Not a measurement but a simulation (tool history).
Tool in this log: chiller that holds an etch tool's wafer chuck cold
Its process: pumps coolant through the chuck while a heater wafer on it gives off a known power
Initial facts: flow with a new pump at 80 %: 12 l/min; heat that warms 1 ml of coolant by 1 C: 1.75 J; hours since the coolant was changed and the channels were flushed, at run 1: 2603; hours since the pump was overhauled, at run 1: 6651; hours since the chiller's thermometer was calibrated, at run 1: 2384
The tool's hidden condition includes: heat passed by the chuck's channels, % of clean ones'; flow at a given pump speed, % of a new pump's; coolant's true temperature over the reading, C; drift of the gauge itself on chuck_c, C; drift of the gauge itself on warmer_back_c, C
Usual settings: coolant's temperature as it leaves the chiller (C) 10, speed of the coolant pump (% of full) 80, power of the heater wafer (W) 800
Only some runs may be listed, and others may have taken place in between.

run    hour  coolant's temperature as it leaves the chiller (C)  speed of the coolant pump (% of full)  power of the heater wafer (W)  hours since the coolant was changed and the channels were flushed  hours since the pump was overhauled  hours since the chiller's thermometer was calibrated  chuck's temperature once it has settled (C)  how much warmer the coolant comes back (C)
  1       0                                                  10                                     80                            800                                                               2603                                 6651                                                  2384                                         17.3                                         2.8
  2   155.2                                                  10                                     80                            800                                                               2759                                 6806                                                  2539                                         17.5                                        2.81
  3   279.2                                                   7                                     80                            800                                                               2883                                 6930                                                  2663                                         14.5                                        2.81
  4   399.1                                                  17                                     80                            800                                                               3003                                 7050                                                  2783                                         24.5                                        2.78
  5   486.2                                                  17                                     80                            800                                                               3090                                 7137                                                  2870                                         24.7                                        2.83
        551  -- coolant pump overhauled
  6   621.7                                                   1                                     80                            800                                                               3220                                   71                                                  3001                                          7.9                                        2.33
  7   781.9                                                  18                                     80                            800                                                               3380                                  231                                                  3161                                           25                                        2.34
  8   907.4                                                  10                                     80                            800                                                               3506                                  356                                                  3287                                           17                                        2.33
  9  1050.4                                                  20                                     80                            800                                                               3649                                  499                                                  3430                                           27                                        2.29
 10  1178.1                                                   5                                     86                            563                                                               3777                                  627                                                  3557                                           10                                        1.46
 11  1327.9                                                  10                                     71                            530                                                               3926                                  777                                                  3707                                         15.4                                        1.76
 12  1434.7                                                  10                                     71                            530                                                               4033                                  884                                                  3814                                         15.1                                        1.78
 13  1598.6                                                  14                                     91                            530                                                               4197                                 1048                                                  3978                                         18.7                                         1.3
 14  1732.3                                                  16                                     97                            549                                                               4331                                 1181                                                  4111                                         20.7                                        1.32
 15  1839.7                                                  16                                     71                            549                                                               4438                                 1289                                                  4219                                         21.6                                        1.85
 16  1963.7                                                  16                                     71                            549                                                               4562                                 1413                                                  4343                                         21.6                                        1.89

What would each run have given without the hidden state, its run-to-run variation left as it was?
run  chuck's temperature once it has settled (C)  how much warmer the coolant comes back (C)
  1                                         15.7                                         2.3
  2                                         15.9                                        2.29
  3                                         12.8                                        2.28
  4                                         22.8                                        2.24
  5                                         22.9                                        2.28
  6                                          6.9                                        2.32
  7                                         23.8                                        2.32
  8                                         15.8                                         2.3
  9                                         25.8                                        2.25
 10                                            9                                        1.43
 11                                         14.4                                        1.72
 12                                           14                                        1.73
 13                                         17.6                                        1.26
 14                                         19.5                                        1.28
 15                                         20.3                                        1.78
 16                                         20.3                                        1.81

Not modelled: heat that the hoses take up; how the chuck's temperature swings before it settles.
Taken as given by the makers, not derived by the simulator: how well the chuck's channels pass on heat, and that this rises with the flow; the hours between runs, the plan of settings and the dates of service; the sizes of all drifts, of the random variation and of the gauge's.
